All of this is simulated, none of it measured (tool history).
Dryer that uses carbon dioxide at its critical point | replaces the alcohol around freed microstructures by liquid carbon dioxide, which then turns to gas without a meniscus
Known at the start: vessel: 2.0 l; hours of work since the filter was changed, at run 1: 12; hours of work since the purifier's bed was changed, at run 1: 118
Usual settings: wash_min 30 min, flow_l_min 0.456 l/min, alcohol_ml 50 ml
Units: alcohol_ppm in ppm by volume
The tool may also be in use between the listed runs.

run,hour,wash_min,flow_l_min,alcohol_ml,hours of work since the filter was changed,hours of work since the purifier's bed was changed,alcohol_ppm
1,0,30,0.456,50,12,118,76
2,38.6,30,0.456,50,30,136,86
3,56.8,30,0.456,50,39,145,85
4,89.8,30,0.456,50,54,161,86
5,118.4,30,0.456,50,68,174,98
6,151.7,30,0.456,24,83,190,67
7,177.3,30,0.456,37,96,202,88
8,216.5,30,0.456,37,114,221,87
9,246.4,30,0.456,37,128,235,100
10,282.7,30,0.411,37,145,252,127
11,303.4,32,0.411,37,155,262,110
12,335.7,30,0.43,50,170,277,141
13,352.6,30,0.456,37,178,285,114
14,392.6,30,0.456,112,197,304,205
15,432.1,18,0.456,112,216,322,1575
16,457.8,18,0.456,112,228,335,1644
17,477.1,18,0.456,112,237,344,1613
18,506.6,18,0.456,112,251,358,1680
19,540.5,18,0.456,112,267,374,1678
20,577.3,18,0.456,112,285,391,1700
# hour 609.5: inlet filter changed
21,610.9,30,0.456,50,1,407,141
22,650.4,30,0.456,50,19,425,145
23,682.4,30,0.456,50,34,440,145
24,723.2,30,0.646,50,54,460,94
25,758.6,30,0.444,64,70,476,167
26,783.1,27,0.335,50,82,488,548
27,801.8,29,0.773,116,91,497,99
28,838.4,24,0.456,50,108,514,296
29,876.8,28,0.38,28,126,532,231
30,901.1,20,0.532,28,138,544,223
31,918.7,35,0.468,50,146,552,125
32,942.1,48,0.602,76,157,563,110
33,981.7,48,0.602,76,176,582,111
34,1011.8,48,0.602,76,190,596,125
35,1034.7,30,0.456,119,201,607,269
36,1075.4,30,0.456,119,220,626,275
37,1113.7,44,0.69,50,238,644,126
38,1136.9,44,0.69,50,249,655,122
39,1178.2,44,0.69,50,269,675,137
40,1219.1,39,0.732,50,288,694,145
# hour 1242: inlet filter changed
41,1254.2,28,0.6,50,6,710,151
42,1273.4,28,0.6,50,15,719,145
43,1295.7,20,0.361,31,25,730,741
44,1328.9,30,0.338,39,41,746,356
45,1363.1,30,0.338,39,57,762,369
46,1404,36,0.456,115,77,781,185
47,1437.5,19,0.39,36,92,797,836
48,1478.7,27,0.456,78,112,816,321

How the hidden state differs across the entries between the runs, from the last listed run before each to the first after it:
Between runs 20 and 21: inlet filter changed (hour 609.5)
  flow that reaches the vessel past the clogged filter, %: 94.9 -> 100; alcohol in the recycled carbon dioxide, ppm: 78.4 -> 81.2
  measured less the result without the state, alcohol_ppm: +357 -> +76 ppm by volume
Between runs 40 and 41: inlet filter changed (hour 1242)
  flow that reaches the vessel past the clogged filter, %: 94.8 -> 99.3; alcohol in the recycled carbon dioxide, ppm: 133.6 -> 136.4
  measured less the result without the state, alcohol_ppm: +128 -> +132 ppm by volume
